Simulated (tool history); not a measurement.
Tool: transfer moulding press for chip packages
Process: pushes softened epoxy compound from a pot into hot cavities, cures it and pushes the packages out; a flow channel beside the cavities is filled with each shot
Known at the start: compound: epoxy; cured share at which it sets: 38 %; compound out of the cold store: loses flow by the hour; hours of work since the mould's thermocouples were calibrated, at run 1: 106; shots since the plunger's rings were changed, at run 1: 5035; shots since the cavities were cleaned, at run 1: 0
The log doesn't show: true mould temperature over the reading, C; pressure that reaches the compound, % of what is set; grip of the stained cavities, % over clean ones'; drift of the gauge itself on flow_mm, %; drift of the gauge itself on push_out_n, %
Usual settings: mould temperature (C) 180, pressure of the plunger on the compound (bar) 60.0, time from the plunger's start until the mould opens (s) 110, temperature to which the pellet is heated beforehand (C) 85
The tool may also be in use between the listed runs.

| run | hour | mould temperature (C) | pressure of the plunger on the compound (bar) | time from the plunger's start until the mould opens (s) | temperature to which the pellet is heated beforehand (C) | hours of work since the mould's thermocouples were calibrated | shots since the plunger's rings were changed | shots since the cavities were cleaned | incoming compound's hours out of the cold store | length that the compound runs in the flow channel (mm) | greatest force on the pins that push the packages out (N) |
|---|---|---|---|---|---|---|---|---|---|---|---|
| 1 | 0.0 | 180 | 60.0 | 110 | 85 | 106 | 5035 | 0 | 10.3 | 947 | 292 |
| 2 | 9.4 | 180 | 55.3 | 110 | 85 | 112 | 5154 | 119 | 12.4 | 903 | 356 |
| 3 | 18.3 | 180 | 55.3 | 110 | 85 | 118 | 5265 | 230 | 30.1 | 838 | 400 |
| 4 | 27.4 | 180 | 55.3 | 110 | 85 | 125 | 5380 | 345 | 26.6 | 852 | 467 |
|  | 40.2 | cavities cleaned with cleaning compound and waxed |
| 5 | 41.6 | 180 | 55.3 | 110 | 85 | 133 | 5538 | 16 | 35.3 | 823 | 296 |
| 6 | 47.7 | 180 | 55.3 | 110 | 85 | 138 | 5615 | 93 | 42.3 | 803 | 332 |
|  | 55.8 | plunger's sealing rings changed |
| 7 | 59.3 | 180 | 60.0 | 110 | 85 | 144 | 45 | 209 | 31.7 | 923 | 398 |
| 8 | 66.1 | 180 | 60.0 | 110 | 85 | 149 | 130 | 294 | 8.9 | 1004 | 441 |
| 9 | 71.6 | 180 | 60.0 | 110 | 85 | 152 | 198 | 362 | 14.2 | 990 | 460 |
|  | 83.0 | cavities cleaned with cleaning compound and waxed |
| 10 | 85.5 | 180 | 60.0 | 110 | 85 | 161 | 354 | 31 | 31.7 | 913 | 300 |
| 11 | 96.1 | 180 | 60.0 | 110 | 85 | 168 | 487 | 164 | 32.7 | 915 | 367 |
| 12 | 101.6 | 180 | 60.0 | 110 | 85 | 172 | 557 | 234 | 47.1 | 866 | 397 |
| 13 | 113.1 | 180 | 60.0 | 139 | 85 | 180 | 701 | 378 | 8.4 | 1003 | 422 |
| 14 | 121.1 | 180 | 60.0 | 139 | 85 | 185 | 803 | 480 | 22.9 | 948 | 425 |
|  | 123.2 | cavities cleaned with cleaning compound and waxed |
| 15 | 135.0 | 180 | 60.0 | 108 | 85 | 194 | 958 | 148 | 25.6 | 934 | 367 |
| 16 | 147.1 | 174 | 62.9 | 124 | 78 | 202 | 1109 | 299 | 38.4 | 938 | 451 |
| 17 | 153.1 | 181 | 68.7 | 124 | 93 | 206 | 1185 | 375 | 47.4 | 914 | 418 |
|  | 164.0 | cavities cleaned with cleaning compound and waxed |
| 18 | 166.8 | 180 | 60.0 | 110 | 75 | 215 | 1338 | 35 | 16.6 | 965 | 308 |
| 19 | 174.3 | 180 | 60.0 | 110 | 75 | 220 | 1433 | 130 | 23.9 | 939 | 378 |
| 20 | 182.4 | 180 | 60.0 | 110 | 75 | 226 | 1535 | 232 | 26.6 | 925 | 405 |
| 21 | 191.0 | 180 | 47.0 | 110 | 94 | 231 | 1642 | 339 | 33.9 | 795 | 452 |
| 22 | 201.1 | 180 | 47.0 | 97 | 82 | 238 | 1770 | 467 | 45.6 | 760 | 528 |
|  | 204.0 | cavities cleaned with cleaning compound and waxed |
| 23 | 210.6 | 180 | 51.6 | 110 | 85 | 244 | 1871 | 83 | 43.7 | 805 | 333 |
| 24 | 218.7 | 180 | 60.0 | 110 | 76 | 250 | 1972 | 184 | 16.4 | 959 | 396 |
| 25 | 228.9 | 183 | 60.0 | 96 | 76 | 257 | 2101 | 313 | 28.3 | 907 | 459 |
| 26 | 236.8 | 180 | 52.1 | 102 | 80 | 262 | 2200 | 412 | 22.7 | 873 | 486 |
| 27 | 242.1 | 182 | 52.1 | 102 | 80 | 266 | 2266 | 478 | 47.1 | 788 | 468 |
|  | 244.3 | cavities cleaned with cleaning compound and waxed |
| 28 | 252.9 | 176 | 73.0 | 103 | 93 | 272 | 2383 | 108 | 24.7 | 1038 | 447 |

Forecast each of these 3 alternatives for the next run:
| A | 261.3 | 175 | 65.0 | 110 | 78 | 278 | 2488 | 213 | 15.8 | ? | ? |
| B | 261.3 | 180 | 58.8 | 107 | 89 | 278 | 2488 | 213 | 21.6 | ? | ? |
| C | 261.3 | 175 | 60.0 | 110 | 85 | 278 | 2488 | 213 | 42.3 | ? | ? |

| run | length that the compound runs in the flow channel (mm) | greatest force on the pins that push the packages out (N) |
|---|---|---|
| A | 1027 | 525 |
| B | 926 | 408 |
| C | 888 | 484 |
Without the tool's hidden state the same runs would have given:
| run | length that the compound runs in the flow channel (mm) | greatest force on the pins that push the packages out (N) |
|---|---|---|
| A | 1052 | 363 |
| B | 949 | 284 |
| C | 910 | 334 |

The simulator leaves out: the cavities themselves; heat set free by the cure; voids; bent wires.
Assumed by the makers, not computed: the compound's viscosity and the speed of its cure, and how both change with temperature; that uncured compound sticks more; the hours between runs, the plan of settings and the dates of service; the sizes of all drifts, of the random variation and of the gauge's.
